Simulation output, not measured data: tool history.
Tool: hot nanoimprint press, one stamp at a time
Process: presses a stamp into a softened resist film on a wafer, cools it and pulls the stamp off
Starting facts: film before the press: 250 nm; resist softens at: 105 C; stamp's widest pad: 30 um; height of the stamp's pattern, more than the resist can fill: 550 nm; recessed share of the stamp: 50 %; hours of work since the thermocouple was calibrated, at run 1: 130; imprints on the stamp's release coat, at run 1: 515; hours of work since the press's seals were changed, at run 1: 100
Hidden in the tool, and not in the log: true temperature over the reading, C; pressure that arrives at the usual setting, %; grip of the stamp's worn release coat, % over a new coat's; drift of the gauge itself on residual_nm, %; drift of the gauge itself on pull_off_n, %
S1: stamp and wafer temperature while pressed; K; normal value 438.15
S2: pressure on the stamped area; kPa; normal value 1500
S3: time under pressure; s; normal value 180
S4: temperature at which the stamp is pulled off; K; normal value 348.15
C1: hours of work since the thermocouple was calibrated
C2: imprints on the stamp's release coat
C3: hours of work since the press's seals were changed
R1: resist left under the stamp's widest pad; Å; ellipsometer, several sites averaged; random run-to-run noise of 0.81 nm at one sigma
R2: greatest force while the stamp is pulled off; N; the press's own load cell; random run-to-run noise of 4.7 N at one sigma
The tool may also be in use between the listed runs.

{"run": 1, "hour": 0.0, "S1": 438.15, "S2": 1500, "S3": 180, "S4": 348.15, "C1": 130, "C2": 515, "C3": 100, "R1": 1056, "R2": 258}
{"run": 2, "hour": 14.8, "S1": 438.15, "S2": 1500, "S3": 253, "S4": 348.15, "C1": 138, "C2": 572, "C3": 107, "R1": 916, "R2": 252}
{"run": 3, "hour": 31.3, "S1": 438.15, "S2": 1500, "S3": 207, "S4": 348.15, "C1": 146, "C2": 636, "C3": 115, "R1": 1001, "R2": 249}
{"run": 4, "hour": 38.9, "S1": 438.15, "S2": 1500, "S3": 207, "S4": 348.15, "C1": 149, "C2": 665, "C3": 119, "R1": 983, "R2": 259}
{"run": 5, "hour": 52.1, "S1": 436.15, "S2": 1500, "S3": 180, "S4": 348.15, "C1": 156, "C2": 716, "C3": 125, "R1": 1140, "R2": 260}
{"run": 6, "hour": 63.4, "S1": 438.15, "S2": 1500, "S3": 262, "S4": 348.15, "C1": 161, "C2": 759, "C3": 131, "R1": 920, "R2": 260}
{"run": 7, "hour": 75.0, "S1": 438.15, "S2": 1500, "S3": 339, "S4": 348.15, "C1": 167, "C2": 804, "C3": 137, "R1": 827, "R2": 259}
{"run": 8, "hour": 90.3, "S1": 438.15, "S2": 1500, "S3": 339, "S4": 348.15, "C1": 174, "C2": 863, "C3": 144, "R1": 817, "R2": 272}
{"hour": 94.0, "done": "plate thermocouple calibrated"}
{"run": 9, "hour": 102.1, "S1": 438.15, "S2": 1500, "S3": 180, "S4": 345.15, "C1": 4, "C2": 897, "C3": 148, "R1": 1043, "R2": 265}
{"run": 10, "hour": 114.8, "S1": 438.15, "S2": 1500, "S3": 180, "S4": 345.15, "C1": 10, "C2": 946, "C3": 155, "R1": 1036, "R2": 285}
{"run": 11, "hour": 124.1, "S1": 438.15, "S2": 1500, "S3": 235, "S4": 348.15, "C1": 15, "C2": 981, "C3": 159, "R1": 941, "R2": 262}
{"run": 12, "hour": 135.1, "S1": 438.15, "S2": 1500, "S3": 235, "S4": 348.15, "C1": 20, "C2": 1023, "C3": 164, "R1": 934, "R2": 274}
{"run": 13, "hour": 143.2, "S1": 438.15, "S2": 1500, "S3": 235, "S4": 348.15, "C1": 24, "C2": 1055, "C3": 168, "R1": 929, "R2": 266}
{"run": 14, "hour": 153.0, "S1": 438.15, "S2": 1500, "S3": 235, "S4": 348.15, "C1": 29, "C2": 1093, "C3": 173, "R1": 928, "R2": 272}
{"hour": 159.8, "done": "plate thermocouple calibrated, once more"}
{"run": 15, "hour": 169.7, "S1": 438.15, "S2": 1500, "S3": 180, "S4": 348.15, "C1": 5, "C2": 1145, "C3": 180, "R1": 1077, "R2": 270}

Run 16 comes next. What will it give?
{"run": 16, "hour": 185.8, "S1": 435.15, "S2": 1560, "S3": 180, "S4": 338.15, "C1": 13, "C2": 1207, "C3": 188, "R1": "?", "R2": "?"}

R1: 1190 Å
R2: 353 N
With no hidden state in the tool, this same run would have given R1 1183 Å, R2 285 N.

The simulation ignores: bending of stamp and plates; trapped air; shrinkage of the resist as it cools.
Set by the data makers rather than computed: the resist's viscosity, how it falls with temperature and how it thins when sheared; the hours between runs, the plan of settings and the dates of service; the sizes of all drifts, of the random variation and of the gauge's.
